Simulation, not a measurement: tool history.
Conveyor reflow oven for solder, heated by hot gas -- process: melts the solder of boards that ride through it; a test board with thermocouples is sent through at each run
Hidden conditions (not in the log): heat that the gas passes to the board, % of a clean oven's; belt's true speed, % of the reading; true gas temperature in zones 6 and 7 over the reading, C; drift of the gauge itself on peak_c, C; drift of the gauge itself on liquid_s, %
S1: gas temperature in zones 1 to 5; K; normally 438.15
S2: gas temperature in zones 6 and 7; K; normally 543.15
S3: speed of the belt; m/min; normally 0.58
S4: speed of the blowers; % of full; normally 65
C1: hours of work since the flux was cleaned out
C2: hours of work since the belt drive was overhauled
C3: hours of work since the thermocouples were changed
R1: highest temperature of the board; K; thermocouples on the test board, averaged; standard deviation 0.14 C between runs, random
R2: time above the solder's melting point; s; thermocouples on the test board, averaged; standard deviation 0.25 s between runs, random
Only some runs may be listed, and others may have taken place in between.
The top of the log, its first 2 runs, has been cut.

run	hour	S1	S2	S3	S4	C1	C2	C3	R1	R2
3	102.6	438.15	543.15	0.58	63	44	536	1077	525.45	58.6
# hour 121.0: thermocouples of zones 6 and 7 changed
# hour 179.1: flux residue cleaned out of gas plates and filters, once more
4	186.9	438.15	543.15	0.58	63	6	596	48	525.65	60.2
5	236.7	438.15	543.15	0.58	63	45	635	86	525.45	59.6
6	303.5	438.15	543.15	0.58	63	97	687	139	525.55	59.3
7	380.3	438.15	543.15	0.58	63	157	747	198	525.55	59.4
8	435.8	438.15	543.15	0.58	63	200	791	242	525.55	59.0
9	495.6	438.15	543.15	0.58	63	247	837	289	525.15	59.0
# hour 529.7: flux residue cleaned out of gas plates and filters
10	584.0	438.15	543.15	0.58	63	42	902	354	526.45	60.0
11	654.5	438.15	543.15	0.58	63	97	957	409	525.95	60.3
12	690.1	438.15	543.15	0.58	63	125	985	436	525.95	60.1
13	728.2	438.15	558.15	0.58	65	155	1015	466	540.25	69.7
14	763.3	438.15	558.15	0.58	65	182	1042	494	540.05	69.3
15	833.5	438.15	558.15	0.58	65	237	1097	548	539.75	69.8
# hour 881.2: flux residue cleaned out of gas plates and filters
16	907.3	438.15	558.15	0.58	65	20	1151	602	541.05	71.1
17	983.0	438.15	558.15	0.58	65	79	1210	661	540.85	70.4

Forecast run 18:
18	1024.5	438.15	553.15	0.58	52	112	1242	694	?	?

Logged for run 18: R1 533.25 K, R2 64.6 s.
The same run, on a tool lacking any hidden state, would have yielded R1 531.75 K, R2 62.2 s.

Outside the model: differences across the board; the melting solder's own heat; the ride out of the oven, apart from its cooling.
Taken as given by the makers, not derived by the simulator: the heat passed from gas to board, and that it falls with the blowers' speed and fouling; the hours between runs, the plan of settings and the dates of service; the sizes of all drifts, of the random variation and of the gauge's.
